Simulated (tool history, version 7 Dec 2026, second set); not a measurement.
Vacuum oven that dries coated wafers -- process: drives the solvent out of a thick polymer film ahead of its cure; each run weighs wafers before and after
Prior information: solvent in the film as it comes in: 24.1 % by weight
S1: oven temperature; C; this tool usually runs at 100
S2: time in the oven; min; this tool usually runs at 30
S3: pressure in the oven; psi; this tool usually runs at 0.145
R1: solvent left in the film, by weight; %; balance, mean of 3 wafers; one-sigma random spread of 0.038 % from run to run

run	day	S1	S2	S3	R1
1	0.000	100	30	0.145	2.02
2	1.575	100	30	0.145	2.00
3	3.525	100	30	0.145	1.98
4	6.279	92	30	0.145	4.08
5	8.796	100	30	0.577	2.77
6	11.592	100	30	0.577	2.83
7	14.704	100	30	0.365	2.41
8	17.700	113	30	0.365	0.73
9	19.929	113	30	0.365	0.77
10	23.092	113	30	0.365	0.71
11	25.571	113	30	0.365	0.71
12	27.033	113	30	0.365	0.75
13	29.646	113	30	0.365	0.68
14	31.079	113	30	0.365	0.78
15	32.554	113	30	0.365	0.74
16	35.258	113	30	0.365	0.71
17	36.725	113	30	0.365	0.62
18	39.204	100	30	0.145	1.95
19	40.958	100	30	0.136	1.93
20	42.879	100	30	0.136	1.89
21	45.242	112	30	0.145	0.54
22	46.775	100	30	0.145	1.84
# day 49.279: oven's thermocouples calibrated
23	49.454	100	30	0.145	2.39
24	51.829	104	42	0.212	0.91
25	53.117	98	30	0.145	2.88
26	54.929	92	20	0.145	7.38
27	57.758	92	20	0.145	7.35
28	59.071	89	30	0.368	6.39
29	60.838	98	30	0.218	3.03
30	63.854	95	30	0.218	3.84
31	65.558	97	30	0.424	3.76
32	67.229	95	30	0.496	4.48
33	69.804	95	30	0.496	4.43
34	72.479	93	16	0.145	8.57
35	74.583	93	16	0.145	8.51
36	75.908	114	18	0.160	1.67
37	78.300	94	21	0.212	6.24
38	79.971	94	21	0.212	6.32
39	82.988	94	21	0.212	6.41
40	85.875	100	53	0.437	1.41
41	88.933	105	32	0.225	1.35
42	90.825	113	17	0.234	2.04
43	93.033	110	51	0.133	0.44
44	94.621	108	27	0.109	1.22
45	97.154	110	17	0.542	3.07
46	98.675	110	17	0.542	3.12

Below, some changes in R1 between adjacent runs. For each, the amount present without the hidden state too (settings, incoming material, random variation) and the amount remaining for the hidden state with gauge scatter not shared by both compared results:
Hidden state at play: true wafer temperature over the reading, C; true pressure over the reading, kPa; drift of the gauge itself on solvent_pct, %.
Run 20 -> 21: S1 100 -> 112, S3 0.136 -> 0.145. R1 -1.35 %: hidden state +0.32, all else -1.67.
Run 21 -> 22: S1 112 -> 100. R1 +1.30 %: hidden state -0.33, all else +1.63.
Run 22 -> 23: oven's thermocouples calibrated. R1 +0.55 %: hidden state +0.51, all else +0.04.
Run 35 -> 36: S1 93 -> 114, S2 16 -> 18, S3 0.145 -> 0.160. R1 -6.84 %: hidden state +0.06, all else -6.90.
Run 36 -> 37: S1 114 -> 94, S2 18 -> 21, S3 0.160 -> 0.212. R1 +4.57 %: hidden state -0.06, all else +4.63.
Run 39 -> 40: S1 94 -> 100, S2 21 -> 53, S3 0.212 -> 0.437. R1 -5.00 %: hidden state +0.21, all else -5.21.

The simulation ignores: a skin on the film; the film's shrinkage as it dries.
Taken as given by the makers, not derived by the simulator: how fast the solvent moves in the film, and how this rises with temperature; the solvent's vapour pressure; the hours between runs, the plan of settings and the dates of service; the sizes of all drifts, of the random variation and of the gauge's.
